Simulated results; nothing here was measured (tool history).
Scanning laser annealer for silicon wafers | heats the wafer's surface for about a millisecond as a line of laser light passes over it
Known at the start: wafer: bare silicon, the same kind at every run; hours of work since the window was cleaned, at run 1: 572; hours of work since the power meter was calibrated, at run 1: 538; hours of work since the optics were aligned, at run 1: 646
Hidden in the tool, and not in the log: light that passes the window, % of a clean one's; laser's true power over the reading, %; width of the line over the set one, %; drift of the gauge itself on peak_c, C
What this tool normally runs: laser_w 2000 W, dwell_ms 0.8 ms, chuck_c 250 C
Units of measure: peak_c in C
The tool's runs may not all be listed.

| run | hour | laser_w | dwell_ms | chuck_c | hours of work since the window was cleaned | hours of work since the power meter was calibrated | hours of work since the optics were aligned | peak_c |
|---|---|---|---|---|---|---|---|---|
| 1 | 0 | 2000 | 0.8 | 250 | 572 | 538 | 646 | 1023 |
|  | 45.9 | window over the wafer cleaned |
| 2 | 50.5 | 2000 | 0.755 | 250 | 2 | 563 | 671 | 1002 |
| 3 | 103.6 | 2000 | 0.8 | 250 | 30 | 591 | 699 | 1029 |
| 4 | 132.6 | 2000 | 0.8 | 250 | 45 | 606 | 714 | 1023 |
| 5 | 174.8 | 2000 | 0.568 | 250 | 68 | 628 | 736 | 884 |
| 6 | 196.9 | 2000 | 0.8 | 250 | 79 | 640 | 748 | 1028 |
| 7 | 218.8 | 2000 | 0.626 | 250 | 91 | 651 | 760 | 921 |
| 8 | 269.5 | 2000 | 0.968 | 250 | 117 | 678 | 786 | 1123 |
| 9 | 292.7 | 2000 | 0.8 | 250 | 129 | 690 | 798 | 1027 |
| 10 | 343.5 | 2000 | 0.8 | 250 | 156 | 716 | 825 | 1023 |
| 11 | 367.3 | 2000 | 0.8 | 250 | 168 | 729 | 837 | 1028 |
| 12 | 394.3 | 2000 | 0.735 | 250 | 183 | 743 | 851 | 989 |
| 13 | 439.1 | 2000 | 0.8 | 251 | 206 | 767 | 875 | 1029 |
| 14 | 473.4 | 2000 | 0.8 | 227 | 224 | 785 | 893 | 1003 |
| 15 | 496.4 | 2000 | 0.8 | 282 | 236 | 797 | 905 | 1059 |
| 16 | 543.7 | 2000 | 0.8 | 250 | 261 | 821 | 930 | 1027 |
| 17 | 596.7 | 2000 | 0.8 | 250 | 289 | 849 | 958 | 1028 |
| 18 | 645.1 | 2000 | 0.8 | 250 | 314 | 874 | 983 | 1030 |
| 19 | 679 | 2000 | 0.8 | 250 | 332 | 892 | 1001 | 1024 |
| 20 | 722.9 | 2000 | 0.8 | 250 | 355 | 915 | 1024 | 1030 |
| 21 | 747.7 | 2000 | 0.8 | 215 | 368 | 928 | 1037 | 989 |
| 22 | 798.3 | 2057 | 0.573 | 252 | 394 | 955 | 1063 | 906 |
| 23 | 833.9 | 2000 | 0.605 | 250 | 413 | 973 | 1082 | 907 |
| 24 | 878.3 | 1978 | 0.605 | 246 | 436 | 997 | 1105 | 896 |
| 25 | 926.6 | 2078 | 0.619 | 269 | 461 | 1022 | 1130 | 961 |
| 26 | 968 | 2183 | 0.8 | 250 | 483 | 1044 | 1152 | 1094 |
| 27 | 1003.6 | 2000 | 0.785 | 258 | 502 | 1062 | 1171 | 1026 |
| 28 | 1042.9 | 2000 | 0.785 | 258 | 522 | 1083 | 1191 | 1024 |
| 29 | 1070.2 | 1771 | 0.652 | 229 | 537 | 1097 | 1206 | 841 |
| 30 | 1111.7 | 2063 | 0.75 | 227 | 558 | 1119 | 1227 | 996 |
| 31 | 1150.5 | 2063 | 0.75 | 227 | 579 | 1139 | 1248 | 996 |
|  | 1181.9 | window over the wafer cleaned |
| 32 | 1192.3 | 1944 | 0.605 | 242 | 5 | 1160 | 1269 | 880 |
| 33 | 1238.2 | 2000 | 0.598 | 279 | 29 | 1184 | 1293 | 928 |
| 34 | 1274.3 | 1700 | 0.858 | 259 | 48 | 1203 | 1312 | 951 |
| 35 | 1320.2 | 1700 | 0.858 | 259 | 72 | 1227 | 1336 | 949 |
| 36 | 1368.8 | 1710 | 0.688 | 234 | 98 | 1253 | 1361 | 843 |

What does the tool deliver on the next run?
| 37 | 1403.8 | 1732 | 0.688 | 214 | 116 | 1271 | 1379 | ? |

For run 37 the tool returned peak_c 833 C.
The same run, on a tool lacking any hidden state, would have yielded peak_c 834 C.
